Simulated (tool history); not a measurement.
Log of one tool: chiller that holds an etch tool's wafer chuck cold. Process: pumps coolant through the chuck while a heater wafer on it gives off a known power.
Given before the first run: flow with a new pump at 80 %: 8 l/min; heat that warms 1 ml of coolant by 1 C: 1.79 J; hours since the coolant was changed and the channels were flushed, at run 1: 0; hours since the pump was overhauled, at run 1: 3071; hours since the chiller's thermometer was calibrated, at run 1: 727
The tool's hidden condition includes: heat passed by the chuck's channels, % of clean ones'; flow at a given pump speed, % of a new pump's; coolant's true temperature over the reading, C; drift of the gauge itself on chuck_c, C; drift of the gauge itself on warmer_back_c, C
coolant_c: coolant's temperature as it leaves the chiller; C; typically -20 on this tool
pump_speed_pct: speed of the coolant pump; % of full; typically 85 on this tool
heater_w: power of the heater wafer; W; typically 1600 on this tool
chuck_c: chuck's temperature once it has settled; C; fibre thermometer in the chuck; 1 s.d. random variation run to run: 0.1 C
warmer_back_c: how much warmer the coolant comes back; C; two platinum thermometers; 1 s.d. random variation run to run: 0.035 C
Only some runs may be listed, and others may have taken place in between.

run,hour,coolant_c,pump_speed_pct,heater_w,hours since the coolant was changed and the channels were flushed,hours since the pump was overhauled,hours since the chiller's thermometer was calibrated,chuck_c,warmer_back_c
1,0,-20,85,1600,0,3071,727,-7.9,6.52
2,109.2,-26,85,1600,109,3180,836,-14,6.5
3,165.5,-26,85,1600,166,3236,892,-14,6.47
4,244.9,-20,85,1600,245,3316,972,-8,6.45
5,339.7,-20,85,1600,340,3410,1066,-7.7,6.49
6,444.9,-20,85,1600,445,3516,1172,-7.9,6.48
7,499.2,-20,85,1747,499,3570,1226,-6.7,7.12
8,596.1,-20,85,1214,596,3667,1323,-10.7,4.95
9,694.2,-20,85,1214,694,3765,1421,-10.8,5
10,786.8,-20,85,1214,787,3857,1513,-10.6,4.97
11,844.2,-20,85,1214,844,3915,1571,-10.8,4.98
12,908.8,-20,85,1214,909,3980,1636,-10.8,4.99
13,979.8,-19,85,1600,980,4051,1707,-6.8,6.52
14,1066.2,-19,85,1600,1066,4137,1793,-6.5,6.56
15,1174,-20,85,846,1174,4245,1901,-13.3,3.47
16,1249,-20,85,846,1249,4320,1976,-13.5,3.43
# hour 1258.3: chiller's thermometer calibrated
17,1309.6,-20,85,846,1309,4379,51,-13.3,3.5
18,1421.5,-10,85,1615,1420,4491,163,2.6,6.59
19,1501.9,-10,85,1615,1501,4572,244,2.5,6.64
20,1577.6,-29,93,1168,1577,4647,319,-20.5,4.39
21,1658.7,-20,73,1600,1658,4728,400,-5.4,7.72
# hour 1715.3: chiller's thermometer calibrated, once more
22,1722.9,-20,73,1600,1721,4792,8,-5.8,7.68
23,1811.5,-20,73,1600,1809,4880,96,-6,7.75
24,1913.9,-28,73,850,1912,4983,199,-20.2,4.03
25,1976.2,-11,81,1455,1974,5045,261,0.8,6.39
26,2038.3,-27,81,1904,2036,5107,323,-11.6,8.27
27,2089.6,-18,96,1831,2088,5158,374,-5.2,6.64
28,2185.5,-21,89,1831,2184,5254,470,-7.3,7.32
29,2258.2,-21,89,1831,2256,5327,543,-7.1,7.26
30,2374.1,-12,69,1109,2372,5443,659,-1.3,5.66
31,2481.3,-24,69,1109,2479,5550,766,-13.3,5.78
32,2588.4,-28,69,937,2586,5657,873,-19.1,4.95

Had the tool no unlogged condition, and each run kept its random variation, what would the results have been?
run,chuck_c,warmer_back_c
1,-8.4,6.33
2,-14.5,6.3
3,-14.5,6.28
4,-8.5,6.25
5,-8.3,6.28
6,-8.5,6.26
7,-7.4,6.88
8,-11.3,4.78
9,-11.4,4.82
10,-11.2,4.79
11,-11.4,4.79
12,-11.4,4.8
13,-7.6,6.27
14,-7.3,6.3
15,-13.9,3.33
16,-14.1,3.29
17,-14,3.35
18,1.6,6.31
19,1.4,6.35
20,-21.3,4.2
21,-6.7,7.37
22,-6.8,7.33
23,-7,7.39
24,-20.8,3.84
25,0,6.09
26,-12.8,7.86
27,-6.1,6.31
28,-8.4,6.95
29,-8.3,6.89
30,-2.2,5.36
31,-14.3,5.48
32,-19.9,4.68
